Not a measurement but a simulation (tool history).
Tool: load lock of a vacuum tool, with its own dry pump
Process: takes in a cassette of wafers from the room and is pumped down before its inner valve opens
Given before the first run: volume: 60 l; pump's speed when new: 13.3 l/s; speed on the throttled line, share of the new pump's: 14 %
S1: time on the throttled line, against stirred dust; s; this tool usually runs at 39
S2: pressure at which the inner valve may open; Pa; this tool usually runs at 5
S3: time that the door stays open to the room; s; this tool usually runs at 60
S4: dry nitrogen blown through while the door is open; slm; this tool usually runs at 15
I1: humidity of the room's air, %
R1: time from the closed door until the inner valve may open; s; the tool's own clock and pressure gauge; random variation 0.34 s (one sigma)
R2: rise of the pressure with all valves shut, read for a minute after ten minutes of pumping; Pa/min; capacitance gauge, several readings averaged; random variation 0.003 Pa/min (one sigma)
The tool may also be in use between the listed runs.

run 1 hour=0 | S1=39 S2=5 S3=60 S4=15 | I1=43.1 | R1=80.2 R2=0.07
run 2 hour=78.2 | S1=39 S2=5 S3=60 S4=15 | I1=46.6 | R1=79.9 R2=0.076
run 3 hour=159.6 | S1=39 S2=5 S3=60 S4=15 | I1=44.9 | R1=80 R2=0.079
run 4 hour=227.3 | S1=39 S2=5 S3=60 S4=22 | I1=45.5 | R1=79.7 R2=0.075
run 5 hour=306.7 | S1=39 S2=5 S3=60 S4=22 | I1=45.7 | R1=79.7 R2=0.073
run 6 hour=394.5 | S1=39 S2=5 S3=60 S4=22 | I1=45.2 | R1=80 R2=0.072
run 7 hour=466.1 | S1=72 S2=5 S3=60 S4=15 | I1=47 | R1=109 R2=0.081
run 8 hour=530.7 | S1=72 S2=5 S3=60 S4=15 | I1=45.9 | R1=108.5 R2=0.088
run 9 hour=573 | S1=39 S2=5 S3=60 S4=6 | I1=43.8 | R1=80.1 R2=0.088
run 10 hour=656.2 | S1=39 S2=5 S3=60 S4=15 | I1=46.7 | R1=80.1 R2=0.086
run 11 hour=709.9 | S1=39 S2=5 S3=60 S4=15 | I1=42.6 | R1=80.8 R2=0.082
run 12 hour=778.5 | S1=68 S2=5 S3=60 S4=15 | I1=48.2 | R1=104.4 R2=0.087
run 13 hour=819.4 | S1=68 S2=5 S3=60 S4=15 | I1=44.6 | R1=104.7 R2=0.089
run 14 hour=879.7 | S1=39 S2=5 S3=60 S4=29 | I1=43.3 | R1=79.8 R2=0.076
run 15 hour=934.2 | S1=39 S2=5 S3=27 S4=15 | I1=47.5 | R1=80.1 R2=0.069
run 16 hour=1003.9 | S1=39 S2=5 S3=27 S4=15 | I1=45.1 | R1=80 R2=0.071
run 17 hour=1045.4 | S1=39 S2=5 S3=60 S4=26 | I1=44.9 | R1=80.6 R2=0.085
run 18 hour=1129.2 | S1=29 S2=5 S3=60 S4=15 | I1=47.3 | R1=71.9 R2=0.092
run 19 hour=1216.5 | S1=29 S2=5 S3=27 S4=15 | I1=46.3 | R1=71.5 R2=0.075
run 20 hour=1267.6 | S1=29 S2=5 S3=27 S4=15 | I1=44.1 | R1=72 R2=0.073
run 21 hour=1330 | S1=29 S2=5 S3=27 S4=15 | I1=44.1 | R1=71.8 R2=0.077
run 22 hour=1372 | S1=29 S2=5 S3=27 S4=15 | I1=47.2 | R1=72.2 R2=0.078
run 23 hour=1429.6 | S1=39 S2=5 S3=60 S4=11 | I1=44.2 | R1=80.4 R2=0.095
run 24 hour=1502 | S1=39 S2=5 S3=117 S4=4 | I1=46.1 | R1=81.3 R2=0.141
run 25 hour=1589.8 | S1=66 S2=5 S3=60 S4=15 | I1=42.7 | R1=103 R2=0.096
run 26 hour=1675.7 | S1=73 S2=8 S3=129 S4=15 | I1=47.6 | R1=107.5 R2=0.137
run 27 hour=1728.2 | S1=21 S2=6 S3=71 S4=19 | I1=46.9 | R1=65 R2=0.111
run 28 hour=1790.5 | S1=21 S2=6 S3=71 S4=19 | I1=45.6 | R1=64.7 R2=0.111
run 29 hour=1851.4 | S1=21 S2=6 S3=71 S4=19 | I1=45.8 | R1=64 R2=0.105
run 30 hour=1910.8 | S1=39 S2=7 S3=60 S4=40 | I1=46 | R1=79 R2=0.088
run 31 hour=1990.1 | S1=21 S2=6 S3=60 S4=15 | I1=48.2 | R1=64.6 R2=0.115
run 32 hour=2036.4 | S1=39 S2=6 S3=60 S4=36 | I1=46.6 | R1=80.9 R2=0.095
run 33 hour=2090.6 | S1=39 S2=6 S3=60 S4=36 | I1=45.9 | R1=80.5 R2=0.1
run 34 hour=2140.4 | S1=39 S2=10 S3=32 S4=8 | I1=50.3 | R1=77 R2=0.104

4 options for the next run, each taken on its own from the tool as it stands now. Forecast them:
run A hour=2177.4 | S1=39 S2=10 S3=32 S4=15 | I1=45.4 | R1=? R2=?
run B hour=2177.4 | S1=51 S2=9 S3=60 S4=39 | I1=46.5 | R1=? R2=?
run C hour=2177.4 | S1=39 S2=10 S3=40 S4=38 | I1=44.9 | R1=? R2=?
run D hour=2177.4 | S1=21 S2=9 S3=60 S4=15 | I1=44.8 | R1=? R2=?

run=A R1=77.3 R2=0.098
run=B R1=88.2 R2=0.103
run=C R1=77.6 R2=0.09
run=D R1=62.3 R2=0.113
Had the tool no hidden state, the same runs would have come out as:
run=A R1=75.3 R2=0.035
run=B R1=86.2 R2=0.039
run=C R1=75.5 R2=0.027
run=D R1=60 R2=0.05
